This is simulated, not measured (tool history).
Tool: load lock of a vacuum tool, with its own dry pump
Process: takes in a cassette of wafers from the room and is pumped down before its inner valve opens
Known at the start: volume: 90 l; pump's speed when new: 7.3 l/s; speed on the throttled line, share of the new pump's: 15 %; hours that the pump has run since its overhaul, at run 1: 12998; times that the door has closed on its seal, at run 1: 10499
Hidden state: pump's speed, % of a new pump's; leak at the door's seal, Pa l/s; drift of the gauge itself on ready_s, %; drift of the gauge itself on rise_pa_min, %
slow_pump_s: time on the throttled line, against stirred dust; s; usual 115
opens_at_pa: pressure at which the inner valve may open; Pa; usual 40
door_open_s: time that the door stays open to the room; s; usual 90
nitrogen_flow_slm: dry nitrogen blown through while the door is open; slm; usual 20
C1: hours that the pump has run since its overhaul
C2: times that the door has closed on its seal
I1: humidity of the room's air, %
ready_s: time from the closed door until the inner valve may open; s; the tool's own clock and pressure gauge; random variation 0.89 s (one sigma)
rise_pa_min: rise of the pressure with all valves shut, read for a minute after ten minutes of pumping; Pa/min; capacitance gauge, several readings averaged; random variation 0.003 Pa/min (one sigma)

run 1 day=0 | slow_pump_s=115 opens_at_pa=40 door_open_s=90 nitrogen_flow_slm=20 | C1=12998 C2=10499 | I1=46.6 | ready_s=201.9 rise_pa_min=0.195
run 2 day=24.488 | slow_pump_s=115 opens_at_pa=40 door_open_s=90 nitrogen_flow_slm=20 | C1=13586 C2=13245 | I1=44.4 | ready_s=200.6 rise_pa_min=0.265
run 3 day=40.317 | slow_pump_s=115 opens_at_pa=40 door_open_s=90 nitrogen_flow_slm=20 | C1=13966 C2=15021 | I1=46 | ready_s=202.2 rise_pa_min=0.313
run 4 day=61.733 | slow_pump_s=115 opens_at_pa=40 door_open_s=90 nitrogen_flow_slm=20 | C1=14480 C2=17423 | I1=45.5 | ready_s=202.4 rise_pa_min=0.381
run 5 day=86.558 | slow_pump_s=115 opens_at_pa=40 door_open_s=90 nitrogen_flow_slm=20 | C1=15076 C2=20207 | I1=48 | ready_s=202.1 rise_pa_min=0.484
-- day=90.983 door's seal changed, seat wiped
run 6 day=107.392 | slow_pump_s=115 opens_at_pa=40 door_open_s=90 nitrogen_flow_slm=20 | C1=15574 C2=1840 | I1=44.9 | ready_s=204 rise_pa_min=0.053
run 7 day=127.617 | slow_pump_s=115 opens_at_pa=40 door_open_s=90 nitrogen_flow_slm=10 | C1=16060 C2=4108 | I1=44.4 | ready_s=204.7 rise_pa_min=0.081
run 8 day=139.371 | slow_pump_s=115 opens_at_pa=40 door_open_s=90 nitrogen_flow_slm=10 | C1=16342 C2=5427 | I1=44.8 | ready_s=204.5 rise_pa_min=0.106
run 9 day=151.612 | slow_pump_s=115 opens_at_pa=40 door_open_s=90 nitrogen_flow_slm=10 | C1=16635 C2=6800 | I1=47.3 | ready_s=204 rise_pa_min=0.126
run 10 day=167.896 | slow_pump_s=115 opens_at_pa=40 door_open_s=90 nitrogen_flow_slm=6 | C1=17026 C2=8626 | I1=43.2 | ready_s=203 rise_pa_min=0.154
run 11 day=191.742 | slow_pump_s=115 opens_at_pa=40 door_open_s=150 nitrogen_flow_slm=20 | C1=17599 C2=11300 | I1=45 | ready_s=204.8 rise_pa_min=0.198
run 12 day=203.612 | slow_pump_s=115 opens_at_pa=40 door_open_s=150 nitrogen_flow_slm=20 | C1=17883 C2=12632 | I1=44.1 | ready_s=203.8 rise_pa_min=0.228
run 13 day=215.454 | slow_pump_s=115 opens_at_pa=40 door_open_s=214 nitrogen_flow_slm=20 | C1=18168 C2=13960 | I1=42 | ready_s=205.2 rise_pa_min=0.266
run 14 day=237.633 | slow_pump_s=99 opens_at_pa=43 door_open_s=223 nitrogen_flow_slm=12 | C1=18700 C2=16448 | I1=45.7 | ready_s=189.8 rise_pa_min=0.342
run 15 day=248.833 | slow_pump_s=99 opens_at_pa=43 door_open_s=223 nitrogen_flow_slm=12 | C1=18969 C2=17704 | I1=46.4 | ready_s=192.3 rise_pa_min=0.391
run 16 day=262.179 | slow_pump_s=99 opens_at_pa=41 door_open_s=66 nitrogen_flow_slm=43 | C1=19289 C2=19201 | I1=43.8 | ready_s=192 rise_pa_min=0.398
-- day=274.142 door's seal changed, seat wiped
run 17 day=279.958 | slow_pump_s=157 opens_at_pa=41 door_open_s=92 nitrogen_flow_slm=43 | C1=19714 C2=653 | I1=45.7 | ready_s=239.6 rise_pa_min=0.036
run 18 day=291.521 | slow_pump_s=115 opens_at_pa=40 door_open_s=38 nitrogen_flow_slm=17 | C1=19992 C2=1949 | I1=43.7 | ready_s=207.8 rise_pa_min=0.041
run 19 day=315.271 | slow_pump_s=115 opens_at_pa=40 door_open_s=38 nitrogen_flow_slm=22 | C1=20562 C2=4613 | I1=45.5 | ready_s=205.6 rise_pa_min=0.071
run 20 day=326.933 | slow_pump_s=115 opens_at_pa=40 door_open_s=38 nitrogen_flow_slm=22 | C1=20842 C2=5922 | I1=46.5 | ready_s=205.4 rise_pa_min=0.094
run 21 day=350.925 | slow_pump_s=115 opens_at_pa=28 door_open_s=38 nitrogen_flow_slm=18 | C1=21417 C2=8612 | I1=43.5 | ready_s=210.8 rise_pa_min=0.138
-- day=360.604 dry pump taken out, an overhauled one fitted
run 22 day=371.842 | slow_pump_s=150 opens_at_pa=40 door_open_s=90 nitrogen_flow_slm=11 | C1=270 C2=10930 | I1=48.4 | ready_s=226.1 rise_pa_min=0.199
run 23 day=385.5 | slow_pump_s=202 opens_at_pa=61 door_open_s=90 nitrogen_flow_slm=11 | C1=598 C2=12462 | I1=45.1 | ready_s=264.6 rise_pa_min=0.229
run 24 day=409.675 | slow_pump_s=202 opens_at_pa=61 door_open_s=90 nitrogen_flow_slm=11 | C1=1178 C2=15174 | I1=44.7 | ready_s=264.7 rise_pa_min=0.317

Forecast each of these 3 alternatives for the next run:
run A day=430.554 | slow_pump_s=85 opens_at_pa=61 door_open_s=90 nitrogen_flow_slm=11 | C1=1679 C2=17515 | I1=44.9 | ready_s=? rise_pa_min=?
run B day=430.554 | slow_pump_s=115 opens_at_pa=34 door_open_s=90 nitrogen_flow_slm=5 | C1=1679 C2=17515 | I1=46 | ready_s=? rise_pa_min=?
run C day=430.554 | slow_pump_s=115 opens_at_pa=40 door_open_s=25 nitrogen_flow_slm=20 | C1=1679 C2=17515 | I1=45.1 | ready_s=? rise_pa_min=?

run=A ready_s=166.6 rise_pa_min=0.378
run=B ready_s=200.1 rise_pa_min=0.385
run=C ready_s=198.2 rise_pa_min=0.358
Without the tool's hidden state the same runs would have given:
run=A ready_s=164 rise_pa_min=0.044
run=B ready_s=197.2 rise_pa_min=0.055
run=C ready_s=195.6 rise_pa_min=0.03
